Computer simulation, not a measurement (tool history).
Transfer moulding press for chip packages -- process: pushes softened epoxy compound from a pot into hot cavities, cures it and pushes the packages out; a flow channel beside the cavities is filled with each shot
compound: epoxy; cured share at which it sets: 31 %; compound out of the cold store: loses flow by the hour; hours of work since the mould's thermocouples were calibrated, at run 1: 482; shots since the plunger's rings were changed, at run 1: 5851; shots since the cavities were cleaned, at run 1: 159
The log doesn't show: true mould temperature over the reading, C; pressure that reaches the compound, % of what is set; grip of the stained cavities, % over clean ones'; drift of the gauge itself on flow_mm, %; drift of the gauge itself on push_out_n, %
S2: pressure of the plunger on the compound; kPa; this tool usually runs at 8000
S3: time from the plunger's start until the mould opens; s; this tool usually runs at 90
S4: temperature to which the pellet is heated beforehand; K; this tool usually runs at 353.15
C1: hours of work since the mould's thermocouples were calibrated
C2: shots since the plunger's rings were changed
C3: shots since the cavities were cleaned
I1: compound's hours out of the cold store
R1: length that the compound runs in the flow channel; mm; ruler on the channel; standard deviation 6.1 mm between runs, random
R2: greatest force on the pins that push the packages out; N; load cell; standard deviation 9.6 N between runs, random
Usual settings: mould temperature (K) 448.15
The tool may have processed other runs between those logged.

Run 1, hour 0: usual settings; C1 482; C2 5851; C3 159; I1 31.6. Result: R1 598 mm, R2 505 N.
At hour 47.8: plunger's sealing rings changed.
At hour 49.3: cavities cleaned with cleaning compound and waxed.
Run 2, hour 89.6: usual settings; C1 531; C2 465; C3 465; I1 41.3. Result: R1 651 mm, R2 582 N.
At hour 113: cavities cleaned with cleaning compound and waxed.
Run 3, hour 151.2: usual settings; C1 566; C2 1160; C3 442; I1 28.1. Result: R1 675 mm, R2 599 N.
At hour 176.9: cavities cleaned with cleaning compound and waxed.
Run 4, hour 208.9: usual settings; C1 598; C2 1809; C3 370; I1 26.4. Result: R1 657 mm, R2 532 N.
At hour 238: cavities cleaned with cleaning compound and waxed.
Run 5, hour 289.3: usual settings; C1 643; C2 2720; C3 592; I1 20.9. Result: R1 654 mm, R2 600 N.
At hour 294.8: cavities cleaned with cleaning compound and waxed.
Run 6, hour 331.7: usual settings; C1 667; C2 3193; C3 427; I1 16.7. Result: R1 659 mm, R2 564 N.
At hour 351.1: cavities cleaned with cleaning compound and waxed.
At hour 409.7: cavities cleaned with cleaning compound and waxed.
Run 7, hour 410.9: usual settings; C1 711; C2 4073; C3 14; I1 38.5. Result: R1 610 mm, R2 421 N.
At hour 470.4: cavities cleaned with cleaning compound and waxed.
Run 8, hour 482.5: usual settings; C1 751; C2 4882; C3 139; I1 30.7. Result: R1 607 mm, R2 480 N.
At hour 527.8: cavities cleaned with cleaning compound and waxed.
Run 9, hour 552.7: usual settings; C1 791; C2 5676; C3 288; I1 28.8. Result: R1 613 mm, R2 510 N.
At hour 566.4: mould's thermocouples calibrated.
At hour 587.1: cavities cleaned with cleaning compound and waxed.
At hour 620.9: plunger's sealing rings changed.
Run 10, hour 620.9: usual settings; C1 29; C2 0; C3 361; I1 30.9. Result: R1 682 mm, R2 572 N.
At hour 646.4: cavities cleaned with cleaning compound and waxed.
Run 11, hour 680.6: usual settings; C1 63; C2 673; C3 395; I1 43.3. Result: R1 677 mm, R2 576 N.
At hour 703.4: cavities cleaned with cleaning compound and waxed.
Run 12, hour 746.2: usual settings; C1 100; C2 1413; C3 494; I1 9.1. Result: R1 697 mm, R2 616 N.
At hour 762.4: cavities cleaned with cleaning compound and waxed.
Run 13, hour 794.7: usual settings; C1 127; C2 1956; C3 374; I1 28.7. Result: R1 660 mm, R2 566 N.
At hour 822.1: cavities cleaned with cleaning compound and waxed.
At hour 879.8: cavities cleaned with cleaning compound and waxed.
Run 14, hour 888.9: usual settings; C1 179; C2 3010; C3 106; I1 29. Result: R1 640 mm, R2 501 N.

Run 15, settings as shown, results not yet in. Your forecast:
At hour 937.3: cavities cleaned with cleaning compound and waxed.
Run 15, hour 958.8: usual settings but S2 9250 kPa, S3 124 s, S4 361.15 K; C1 219; C2 3800; C3 249; I1 41.9. Result: R1 ?, R2 ?.

{"run 15": {"R1": 662, "R2": 436}}
If the tool had no hidden condition, the same run with the same run-to-run variation would have returned R1 715 mm, R2 348 N.
